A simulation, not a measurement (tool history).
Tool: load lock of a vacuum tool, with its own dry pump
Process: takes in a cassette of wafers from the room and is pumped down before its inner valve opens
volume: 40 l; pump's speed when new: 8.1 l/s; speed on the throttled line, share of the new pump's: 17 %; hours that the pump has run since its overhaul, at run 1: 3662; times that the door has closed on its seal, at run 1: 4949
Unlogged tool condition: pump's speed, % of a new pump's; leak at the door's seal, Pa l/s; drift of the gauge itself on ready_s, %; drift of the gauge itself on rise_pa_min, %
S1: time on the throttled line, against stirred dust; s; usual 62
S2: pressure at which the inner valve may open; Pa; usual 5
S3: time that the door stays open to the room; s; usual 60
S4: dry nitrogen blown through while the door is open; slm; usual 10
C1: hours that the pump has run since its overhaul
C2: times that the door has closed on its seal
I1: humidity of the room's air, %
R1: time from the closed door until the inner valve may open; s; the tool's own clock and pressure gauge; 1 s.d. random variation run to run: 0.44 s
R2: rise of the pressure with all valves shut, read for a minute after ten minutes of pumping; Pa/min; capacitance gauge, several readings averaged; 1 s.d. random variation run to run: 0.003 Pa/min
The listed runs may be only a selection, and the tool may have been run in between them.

run      day  S1  S2   S3  S4    C1     C2    I1     R1     R2
  1    0.000  62   5   60  10  3662   4949  43.3  101.7  0.051
  2   15.746  62   5   60  10  4040   5391  40.7  101.4  0.050
  3   32.442  62   5  228  10  4441   5859  43.3  101.7  0.112
  4   41.079  93   5  228  10  4648   6101  48.5  127.2  0.126
  5   49.262  93   5  228  10  4844   6330  45.2  127.6  0.117
  6   63.804  62   5  233  10  5193   6738  46.2  102.1  0.121
  7   80.800  62   5  233  10  5601   7214  45.3  102.4  0.114
  8   98.417  62   5   60  10  6024   7708  41.7  102.6  0.053
  9  106.679  62   5   60  10  6222   7940  42.7  102.4  0.055
 10  115.754  62   5   60   9  6440   8194  41.9  103.0  0.059
 11  128.308  62   8   46   9  6741   8546  46.0  100.5  0.057
 12  146.046  31   8   60  40  7167   9043  45.8   74.3  0.047
 13  157.812  31   8   60  40  7450   9373  47.7   74.1  0.039
 14  165.342  31   7   60  17  7630   9585  45.5   75.3  0.053
 15  178.496  62   5  134  10  7946   9953  43.7  103.1  0.088
 16  189.246  62   5  134  10  8204  10255  42.3  102.4  0.088
 17  203.146  81   5   60  10  8538  10644  45.0  119.7  0.059
 18  215.496  32   5  213  10  8834  10991  45.6   78.6  0.117
 19  227.279  60  10  213  10  9117  11321  43.6   97.9  0.119

4 ways to go on from here, each from the tool as it stands after run 19. What would each give?
  A  237.850  60  10  147   4  9370  11617  46.7   ?   ?
  B  237.850  70   5   31  10  9370  11617  44.8   ?   ?
  C  237.850  62   6   60  10  9370  11617  44.4   ?   ?
  D  237.850  39  10   49  10  9370  11617  42.8   ?   ?

run     R1     R2
  A   97.1  0.112
  B  110.1  0.048
  C  102.3  0.067
  D   81.0  0.050
The same runs, with their run-to-run variation unchanged, on a tool lacking any hidden condition would have given:
run     R1     R2
  A   94.8  0.100
  B  107.7  0.036
  C   99.9  0.055
  D   78.4  0.038
